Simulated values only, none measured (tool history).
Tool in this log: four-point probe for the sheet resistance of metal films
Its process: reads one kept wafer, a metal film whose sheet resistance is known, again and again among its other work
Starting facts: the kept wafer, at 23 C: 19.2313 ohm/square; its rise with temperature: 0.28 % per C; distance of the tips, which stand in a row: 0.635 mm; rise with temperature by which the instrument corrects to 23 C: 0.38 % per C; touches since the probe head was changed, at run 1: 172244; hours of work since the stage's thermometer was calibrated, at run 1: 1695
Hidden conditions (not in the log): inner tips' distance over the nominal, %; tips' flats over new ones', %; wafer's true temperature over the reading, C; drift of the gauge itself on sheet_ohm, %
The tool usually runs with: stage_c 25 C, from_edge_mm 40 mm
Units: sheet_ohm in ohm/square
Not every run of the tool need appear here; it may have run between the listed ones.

run,day,stage_c,from_edge_mm,touches since the probe head was changed,hours of work since the stage's thermometer was calibrated,sheet_ohm
1,0.000,25,40,172244,1695,19.002763
# day 0.621: new probe head fitted
2,2.721,25,40,3283,1744,19.188564
3,4.971,20,40,6803,1786,19.282558
4,6.808,20,40,9677,1820,19.274882
5,9.154,31,40,13342,1863,19.073990
6,10.783,25,40,15893,1893,19.177441
7,12.329,25,40,18312,1922,19.178919
8,14.925,25,40,22366,1970,19.166269
9,16.962,25,18,25552,2007,19.168742
# day 17.229: stage's thermometer calibrated
10,18.483,28,11,27899,23,19.123372
11,21.054,21,7,31920,71,19.298703
12,23.038,20,22,35021,107,19.237818
13,24.146,19,10,36755,128,19.287637
14,26.858,20,58,40995,178,19.223187
15,28.250,20,58,43170,203,19.210036
# day 28.654: stage's thermometer calibrated, once more
16,29.446,25,9,45009,15,19.217093
17,31.917,25,9,48869,60,19.220104

5 options for the next run, each taken on its own from the tool as it stands now. Forecast them:
A,33.867,25,73,51918,96,?
B,33.867,30,6,51918,96,?
C,33.867,25,4,51918,96,?
D,33.867,34,20,51918,96,?
E,33.867,20,5,51918,96,?

run,sheet_ohm
A,19.163592
B,19.182014
C,19.417555
D,19.011848
E,19.416396
Had the tool no hidden state, the same runs would have come out as:
run,sheet_ohm
A,19.197470
B,19.215923
C,19.451845
D,19.045480
E,19.450683

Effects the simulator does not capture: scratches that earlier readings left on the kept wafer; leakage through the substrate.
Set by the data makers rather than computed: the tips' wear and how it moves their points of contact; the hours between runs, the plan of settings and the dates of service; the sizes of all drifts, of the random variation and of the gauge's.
